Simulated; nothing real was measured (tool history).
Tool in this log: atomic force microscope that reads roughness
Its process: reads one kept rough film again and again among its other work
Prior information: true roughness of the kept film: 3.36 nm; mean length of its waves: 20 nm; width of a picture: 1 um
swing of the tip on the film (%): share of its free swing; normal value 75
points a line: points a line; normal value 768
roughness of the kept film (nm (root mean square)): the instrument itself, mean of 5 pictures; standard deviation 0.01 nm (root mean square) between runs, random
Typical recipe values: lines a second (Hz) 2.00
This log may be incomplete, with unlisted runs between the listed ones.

run	hour	lines a second (Hz)	swing of the tip on the film (%)	points a line	roughness of the kept film (nm (root mean square))
1	0.0	2.00	75	768	2.048
2	45.6	2.00	75	857	1.957
3	72.2	2.00	75	857	1.905
4	110.7	2.00	75	857	1.847
# hour 136.7: new tip fitted
5	139.3	0.51	75	768	2.566
6	176.9	2.00	75	409	2.159
7	211.0	2.83	75	768	2.000
8	258.2	2.83	59	768	2.144
9	285.6	2.83	59	768	2.115
# hour 289.9: height scale calibrated on a step standard
10	306.5	2.00	57	402	2.117
11	350.1	2.00	67	289	1.883
# hour 360.2: height scale calibrated on a step standard, once more
12	377.8	0.68	73	289	1.950
# hour 402.4: new tip fitted
13	407.7	2.00	75	750	2.307
14	432.4	3.36	57	624	2.376
15	454.6	1.80	78	824	2.169
16	476.2	1.80	78	276	2.073
17	523.9	1.80	78	276	1.954
18	557.3	1.80	78	276	1.900

Measured minus without-hidden-state, run by run (identical run-to-run variation in each term; gauge scatter may differ):
Hidden state present: radius of the tip, nm; height scale over the true one, %; drift of the gauge itself on roughness_nm, %.
run	roughness of the kept film (nm (root mean square))
1	-0.280
2	-0.365
3	-0.418
4	-0.484
5	-0.049
6	-0.132
7	-0.199
8	-0.329
9	-0.389
10	-0.442
11	-0.504
12	-0.565
13	-0.022
14	-0.094
15	-0.136
16	-0.178
17	-0.277
18	-0.348
